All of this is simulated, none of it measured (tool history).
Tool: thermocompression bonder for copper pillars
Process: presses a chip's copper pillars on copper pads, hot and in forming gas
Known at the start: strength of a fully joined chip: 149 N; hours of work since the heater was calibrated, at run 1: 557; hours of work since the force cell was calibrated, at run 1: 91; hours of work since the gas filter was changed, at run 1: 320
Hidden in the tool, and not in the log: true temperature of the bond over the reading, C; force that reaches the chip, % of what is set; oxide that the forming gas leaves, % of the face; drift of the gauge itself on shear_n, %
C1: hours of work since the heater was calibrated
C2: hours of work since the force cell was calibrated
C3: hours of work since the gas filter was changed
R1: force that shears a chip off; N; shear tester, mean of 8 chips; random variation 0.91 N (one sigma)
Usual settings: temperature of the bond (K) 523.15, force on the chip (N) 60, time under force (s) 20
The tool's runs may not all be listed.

run 1 hour=0 | temperature_of_the_bond_(K)=523.15 force_on_the_chip_(N)=60 time_under_force_(s)=20 | C1=557 C2=91 C3=320 | R1=90.8
run 2 hour=8.4 | temperature_of_the_bond_(K)=523.15 force_on_the_chip_(N)=60 time_under_force_(s)=20 | C1=560 C2=95 C3=323 | R1=89.8
run 3 hour=21.8 | temperature_of_the_bond_(K)=523.15 force_on_the_chip_(N)=60 time_under_force_(s)=20 | C1=566 C2=101 C3=329 | R1=90
run 4 hour=34.1 | temperature_of_the_bond_(K)=523.15 force_on_the_chip_(N)=60 time_under_force_(s)=20 | C1=571 C2=106 C3=334 | R1=91.2
run 5 hour=47.9 | temperature_of_the_bond_(K)=523.15 force_on_the_chip_(N)=60 time_under_force_(s)=20 | C1=577 C2=112 C3=340 | R1=91.3
run 6 hour=55.8 | temperature_of_the_bond_(K)=525.15 force_on_the_chip_(N)=60 time_under_force_(s)=20 | C1=581 C2=115 C3=343 | R1=94.8
run 7 hour=72.1 | temperature_of_the_bond_(K)=525.15 force_on_the_chip_(N)=60 time_under_force_(s)=20 | C1=587 C2=122 C3=350 | R1=91.9
run 8 hour=88.2 | temperature_of_the_bond_(K)=525.15 force_on_the_chip_(N)=60 time_under_force_(s)=20 | C1=594 C2=129 C3=357 | R1=92.4
run 9 hour=104.7 | temperature_of_the_bond_(K)=525.15 force_on_the_chip_(N)=60 time_under_force_(s)=20 | C1=601 C2=136 C3=364 | R1=92.6
run 10 hour=113.7 | temperature_of_the_bond_(K)=523.15 force_on_the_chip_(N)=60 time_under_force_(s)=20 | C1=605 C2=139 C3=368 | R1=90.3
run 11 hour=127 | temperature_of_the_bond_(K)=523.15 force_on_the_chip_(N)=60 time_under_force_(s)=20 | C1=611 C2=145 C3=373 | R1=90
run 12 hour=141.5 | temperature_of_the_bond_(K)=523.15 force_on_the_chip_(N)=60 time_under_force_(s)=20 | C1=617 C2=151 C3=380 | R1=89.9
run 13 hour=150.9 | temperature_of_the_bond_(K)=523.15 force_on_the_chip_(N)=60 time_under_force_(s)=20 | C1=621 C2=155 C3=383 | R1=88.4
run 14 hour=159.7 | temperature_of_the_bond_(K)=507.15 force_on_the_chip_(N)=60 time_under_force_(s)=20 | C1=624 C2=159 C3=387 | R1=72.3
-- hour=162.7 heater calibrated with a thermocouple chip
run 15 hour=179.9 | temperature_of_the_bond_(K)=523.15 force_on_the_chip_(N)=66 time_under_force_(s)=22 | C1=7 C2=167 C3=395 | R1=97.4
run 16 hour=196.2 | temperature_of_the_bond_(K)=523.15 force_on_the_chip_(N)=63 time_under_force_(s)=22 | C1=14 C2=173 C3=402 | R1=95.6
run 17 hour=207.3 | temperature_of_the_bond_(K)=523.15 force_on_the_chip_(N)=64 time_under_force_(s)=23 | C1=19 C2=178 C3=406 | R1=97.8
run 18 hour=220.8 | temperature_of_the_bond_(K)=509.15 force_on_the_chip_(N)=38 time_under_force_(s)=13 | C1=25 C2=184 C3=412 | R1=42.5
run 19 hour=233.9 | temperature_of_the_bond_(K)=537.15 force_on_the_chip_(N)=60 time_under_force_(s)=49 | C1=30 C2=189 C3=418 | R1=122.8
run 20 hour=247.4 | temperature_of_the_bond_(K)=537.15 force_on_the_chip_(N)=60 time_under_force_(s)=49 | C1=36 C2=195 C3=423 | R1=122.8
-- hour=259.5 heater calibrated with a thermocouple chip, once more
run 21 hour=263 | temperature_of_the_bond_(K)=506.15 force_on_the_chip_(N)=60 time_under_force_(s)=19 | C1=1 C2=201 C3=429 | R1=63.4
run 22 hour=279.8 | temperature_of_the_bond_(K)=525.15 force_on_the_chip_(N)=64 time_under_force_(s)=13 | C1=9 C2=208 C3=436 | R1=79.4
run 23 hour=293.9 | temperature_of_the_bond_(K)=525.15 force_on_the_chip_(N)=64 time_under_force_(s)=13 | C1=15 C2=214 C3=442 | R1=80.6
run 24 hour=304.4 | temperature_of_the_bond_(K)=525.15 force_on_the_chip_(N)=64 time_under_force_(s)=11 | C1=19 C2=218 C3=447 | R1=75.6
run 25 hour=319.5 | temperature_of_the_bond_(K)=543.15 force_on_the_chip_(N)=71 time_under_force_(s)=21 | C1=25 C2=225 C3=453 | R1=116.4

Run 26 comes next. What will it give?
run 26 hour=329.1 | temperature_of_the_bond_(K)=500.15 force_on_the_chip_(N)=60 time_under_force_(s)=20 | C1=29 C2=229 C3=457 | R1=?

{"run 26": {"R1": 59.8}}
Without the tool's hidden state the same run would have given R1 64.6 N.
